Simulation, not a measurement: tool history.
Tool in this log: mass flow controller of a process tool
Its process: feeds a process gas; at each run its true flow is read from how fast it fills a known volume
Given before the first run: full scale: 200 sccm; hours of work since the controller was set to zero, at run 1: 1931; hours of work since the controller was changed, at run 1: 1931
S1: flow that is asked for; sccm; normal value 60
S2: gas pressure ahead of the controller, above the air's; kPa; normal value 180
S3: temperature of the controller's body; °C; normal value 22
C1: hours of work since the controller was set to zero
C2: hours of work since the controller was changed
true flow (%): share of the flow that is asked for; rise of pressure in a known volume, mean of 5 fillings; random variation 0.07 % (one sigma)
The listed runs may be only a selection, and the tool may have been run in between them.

{"run": 1, "day": 0.0, "S1": 60, "S2": 180, "S3": 22, "C1": 1931, "C2": 1931, "true flow (%)": 98.29}
{"run": 2, "day": 8.696, "S1": 60, "S2": 180, "S3": 22, "C1": 2068, "C2": 2068, "true flow (%)": 98.21}
{"run": 3, "day": 15.012, "S1": 60, "S2": 180, "S3": 22, "C1": 2167, "C2": 2167, "true flow (%)": 98.39}
{"run": 4, "day": 21.458, "S1": 60, "S2": 248, "S3": 22, "C1": 2269, "C2": 2269, "true flow (%)": 97.98}
{"run": 5, "day": 32.317, "S1": 60, "S2": 196, "S3": 22, "C1": 2440, "C2": 2440, "true flow (%)": 98.12}
{"run": 6, "day": 40.129, "S1": 60, "S2": 196, "S3": 22, "C1": 2563, "C2": 2563, "true flow (%)": 98.29}
{"run": 7, "day": 46.975, "S1": 60, "S2": 196, "S3": 22, "C1": 2671, "C2": 2671, "true flow (%)": 98.38}
{"run": 8, "day": 54.204, "S1": 60, "S2": 180, "S3": 23, "C1": 2785, "C2": 2785, "true flow (%)": 98.41}
{"run": 9, "day": 61.733, "S1": 60, "S2": 180, "S3": 23, "C1": 2904, "C2": 2904, "true flow (%)": 98.28}
{"run": 10, "day": 75.5, "S1": 60, "S2": 180, "S3": 23, "C1": 3121, "C2": 3121, "true flow (%)": 98.32}
{"run": 11, "day": 86.046, "S1": 111, "S2": 180, "S3": 22, "C1": 3287, "C2": 3287, "true flow (%)": 98.63}
{"run": 12, "day": 94.462, "S1": 111, "S2": 180, "S3": 22, "C1": 3420, "C2": 3420, "true flow (%)": 98.71}
{"run": 13, "day": 107.862, "S1": 111, "S2": 162, "S3": 22, "C1": 3631, "C2": 3631, "true flow (%)": 98.83}
{"run": 14, "day": 123.188, "S1": 111, "S2": 162, "S3": 28, "C1": 3873, "C2": 3873, "true flow (%)": 98.62}
{"run": 15, "day": 136.079, "S1": 190, "S2": 180, "S3": 22, "C1": 4076, "C2": 4076, "true flow (%)": 99.59}
{"run": 16, "day": 143.971, "S1": 190, "S2": 180, "S3": 22, "C1": 4200, "C2": 4200, "true flow (%)": 99.52}
{"run": 17, "day": 155.167, "S1": 190, "S2": 180, "S3": 22, "C1": 4377, "C2": 4377, "true flow (%)": 99.72}
{"run": 18, "day": 161.996, "S1": 190, "S2": 180, "S3": 22, "C1": 4485, "C2": 4485, "true flow (%)": 99.42}
{"run": 19, "day": 172.075, "S1": 60, "S2": 180, "S3": 22, "C1": 4644, "C2": 4644, "true flow (%)": 98.43}
{"run": 20, "day": 185.933, "S1": 60, "S2": 260, "S3": 22, "C1": 4862, "C2": 4862, "true flow (%)": 97.76}
{"run": 21, "day": 198.862, "S1": 60, "S2": 260, "S3": 34, "C1": 5066, "C2": 5066, "true flow (%)": 97.18}
{"run": 22, "day": 207.779, "S1": 60, "S2": 180, "S3": 22, "C1": 5206, "C2": 5206, "true flow (%)": 98.51}
{"run": 23, "day": 218.412, "S1": 60, "S2": 180, "S3": 22, "C1": 5374, "C2": 5374, "true flow (%)": 98.58}
{"run": 24, "day": 230.754, "S1": 60, "S2": 180, "S3": 22, "C1": 5569, "C2": 5569, "true flow (%)": 98.57}
{"run": 25, "day": 239.858, "S1": 26, "S2": 180, "S3": 22, "C1": 5712, "C2": 5712, "true flow (%)": 100.31}
{"run": 26, "day": 252.121, "S1": 26, "S2": 180, "S3": 22, "C1": 5906, "C2": 5906, "true flow (%)": 100.45}
{"run": 27, "day": 263.721, "S1": 60, "S2": 227, "S3": 26, "C1": 6089, "C2": 6089, "true flow (%)": 98.04}
{"run": 28, "day": 272.533, "S1": 60, "S2": 226, "S3": 30, "C1": 6227, "C2": 6227, "true flow (%)": 98.03}
{"run": 29, "day": 279.871, "S1": 23, "S2": 182, "S3": 30, "C1": 6343, "C2": 6343, "true flow (%)": 100.73}
{"day": 281.112, "done": "controller's zero set anew"}
{"run": 30, "day": 291.288, "S1": 38, "S2": 183, "S3": 35, "C1": 160, "C2": 6523, "true flow (%)": 99.68}
{"run": 31, "day": 303.15, "S1": 20, "S2": 188, "S3": 25, "C1": 347, "C2": 6710, "true flow (%)": 103.84}
{"run": 32, "day": 316.133, "S1": 60, "S2": 197, "S3": 33, "C1": 552, "C2": 6915, "true flow (%)": 98.45}
{"run": 33, "day": 329.542, "S1": 60, "S2": 197, "S3": 33, "C1": 764, "C2": 7126, "true flow (%)": 98.59}
{"day": 332.846, "done": "controller's zero set anew, once more"}
{"run": 34, "day": 337.921, "S1": 60, "S2": 148, "S3": 20, "C1": 80, "C2": 7258, "true flow (%)": 96.92}
{"run": 35, "day": 350.521, "S1": 60, "S2": 278, "S3": 27, "C1": 279, "C2": 7456, "true flow (%)": 95.58}
{"run": 36, "day": 365.762, "S1": 60, "S2": 278, "S3": 27, "C1": 519, "C2": 7697, "true flow (%)": 95.62}
{"run": 37, "day": 375.746, "S1": 80, "S2": 161, "S3": 24, "C1": 676, "C2": 7854, "true flow (%)": 96.82}
{"run": 38, "day": 387.658, "S1": 32, "S2": 170, "S3": 22, "C1": 864, "C2": 8042, "true flow (%)": 96.52}
{"run": 39, "day": 395.929, "S1": 52, "S2": 248, "S3": 22, "C1": 995, "C2": 8172, "true flow (%)": 95.96}
{"run": 40, "day": 409.646, "S1": 60, "S2": 180, "S3": 28, "C1": 1211, "C2": 8389, "true flow (%)": 96.41}
{"run": 41, "day": 422.108, "S1": 167, "S2": 167, "S3": 33, "C1": 1407, "C2": 8585, "true flow (%)": 97.45}
{"run": 42, "day": 432.154, "S1": 172, "S2": 183, "S3": 30, "C1": 1566, "C2": 8743, "true flow (%)": 97.62}
{"run": 43, "day": 445.471, "S1": 60, "S2": 238, "S3": 36, "C1": 1776, "C2": 8953, "true flow (%)": 95.41}
{"run": 44, "day": 452.262, "S1": 60, "S2": 238, "S3": 36, "C1": 1883, "C2": 9061, "true flow (%)": 95.47}
{"run": 45, "day": 464.342, "S1": 58, "S2": 176, "S3": 36, "C1": 2073, "C2": 9251, "true flow (%)": 96}
{"run": 46, "day": 476.446, "S1": 32, "S2": 146, "S3": 25, "C1": 2264, "C2": 9442, "true flow (%)": 96.96}

Across each entry between runs, compare the hidden state at the last listed run before it with the hidden state at the first listed run after it:
After run 29, before run 30: controller's zero set anew (day 281.112)
  flow at rest that the sensor doesn't see, % of full scale: 0.585 -> 0.799; true flow over the shown one, %: -1.41 -> -1.45
  measured minus no-state result, true flow (%): +3.67 -> +2.75
After run 33, before run 34: controller's zero set anew, once more (day 332.846)
  flow at rest that the sensor doesn't see, % of full scale: 0.852 -> 0.031; true flow over the shown one, %: -1.59 -> -1.62
  measured minus no-state result, true flow (%): +1.25 -> -1.52
